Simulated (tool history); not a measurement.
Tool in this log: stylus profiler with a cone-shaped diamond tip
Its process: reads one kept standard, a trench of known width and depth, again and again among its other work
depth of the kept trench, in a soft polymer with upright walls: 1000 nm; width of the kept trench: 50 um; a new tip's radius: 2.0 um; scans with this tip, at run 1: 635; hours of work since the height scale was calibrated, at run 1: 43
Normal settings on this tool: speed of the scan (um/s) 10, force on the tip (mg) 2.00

run	hour	speed of the scan (um/s)	force on the tip (mg)	scans with this tip	hours of work since the height scale was calibrated	depth of the trench (Å)	width of the trench's floor (um)
1	0.0	10	2.00	635	43	10115.0	46.50
2	13.3	3	2.00	732	50	10114.1	46.55
3	25.2	10	2.00	820	56	10114.7	46.48
4	34.5	10	2.00	888	60	10119.7	46.49
5	49.1	9	2.00	996	68	10118.3	46.49
6	60.3	9	2.00	1078	73	10115.6	46.52
7	71.8	9	2.00	1162	79	10116.4	46.53
8	81.6	10	2.00	1234	84	10116.8	46.50
9	97.1	12	1.69	1348	92	10103.5	46.44
10	107.3	12	1.69	1423	97	10103.0	46.49
11	117.6	12	1.69	1499	102	10102.3	46.49
12	126.5	12	1.69	1564	106	10104.9	46.46
13	142.7	10	3.26	1683	114	10160.9	46.48
14	151.8	10	3.26	1750	119	10163.5	46.52
15	167.5	10	3.26	1865	127	10160.8	46.48

3 options for the next run, each taken on its own from the tool as it stands now. Forecast them:
A	174.3	5	0.83	1915	130	?	?
B	174.3	10	4.05	1915	130	?	?
C	174.3	10	0.82	1915	130	?	?

run	depth of the trench (Å)	width of the trench's floor (um)
A	10064.4	46.48
B	10186.2	46.49
C	10062.1	46.48
With no hidden state in the tool, these same runs would have given:
run	depth of the trench (Å)	width of the trench's floor (um)
A	10064.4	46.48
B	10186.1	46.49
C	10062.1	46.48
